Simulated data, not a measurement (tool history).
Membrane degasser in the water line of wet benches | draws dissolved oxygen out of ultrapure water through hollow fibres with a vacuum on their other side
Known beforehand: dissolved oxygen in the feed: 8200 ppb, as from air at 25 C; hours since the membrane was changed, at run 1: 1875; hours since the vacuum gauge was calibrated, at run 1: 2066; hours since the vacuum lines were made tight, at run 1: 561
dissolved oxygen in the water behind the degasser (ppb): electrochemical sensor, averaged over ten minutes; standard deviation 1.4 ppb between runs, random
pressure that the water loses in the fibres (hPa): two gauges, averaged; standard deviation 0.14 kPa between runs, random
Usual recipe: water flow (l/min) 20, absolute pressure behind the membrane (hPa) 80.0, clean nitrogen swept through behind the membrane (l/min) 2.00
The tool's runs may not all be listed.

run   hour  water flow (l/min)  absolute pressure behind the membrane (hPa)  clean nitrogen swept through behind the membrane (l/min)  hours since the membrane was changed  hours since the vacuum gauge was calibrated  hours since the vacuum lines were made tight  dissolved oxygen in the water behind the degasser (ppb)  pressure that the water loses in the fibres (hPa)
  1    0.0                  20                                         80.0                                                      2.00                                  1875                                         2066                                           561                                                    144.6                                              252.7
  2   52.2                  14                                         80.0                                                      2.00                                  1927                                         2118                                           614                                                     92.0                                              178.8
  3   78.7                  14                                         80.0                                                      2.00                                  1953                                         2145                                           640                                                     91.1                                              177.3
  4  104.8                  14                                         80.0                                                      2.00                                  1979                                         2171                                           666                                                     92.8                                              177.9
  5  152.8                  14                                         80.0                                                      2.00                                  2027                                         2219                                           714                                                     92.2                                              176.9
  6  188.4                  14                                         80.0                                                      2.00                                  2063                                         2255                                           750                                                     94.0                                              178.2
  7  235.3                  14                                         80.0                                                      2.00                                  2110                                         2301                                           797                                                     90.9                                              178.1
  8  272.2                  20                                         80.0                                                      2.00                                  2147                                         2338                                           833                                                    141.7                                              254.9
  9  301.9                  20                                         80.0                                                      2.00                                  2177                                         2368                                           863                                                    144.3                                              252.9
 10  354.5                  21                                         80.0                                                      2.00                                  2229                                         2421                                           916                                                    150.2                                              268.9
 11  386.1                  22                                         90.4                                                      1.40                                  2261                                         2452                                           947                                                    241.7                                              278.3
 12  412.9                  20                                        149.1                                                      2.91                                  2287                                         2479                                           974                                                    221.8                                              252.1
 13  462.0                  21                                        149.1                                                      3.32                                  2337                                         2528                                          1023                                                    210.9                                              265.8
     466.1  -- vacuum gauge calibrated
 14  492.1                  31                                         80.0                                                      1.35                                  2366                                           26                                          1053                                                    313.3                                              392.9

Expected results for the next run?
 15  528.8                  31                                         80.0                                                      1.35                                  2403                                           63                                          1090                                                        ?                                                  ?

Run 15 produced dissolved oxygen in the water behind the degasser (ppb) 314.5, pressure that the water loses in the fibres (hPa) 394.5.
Take away the tool's hidden state, keep the run-to-run variation as it was, and the same run would have given dissolved oxygen in the water behind the degasser (ppb) 302.7, pressure that the water loses in the fibres (hPa) 390.1.

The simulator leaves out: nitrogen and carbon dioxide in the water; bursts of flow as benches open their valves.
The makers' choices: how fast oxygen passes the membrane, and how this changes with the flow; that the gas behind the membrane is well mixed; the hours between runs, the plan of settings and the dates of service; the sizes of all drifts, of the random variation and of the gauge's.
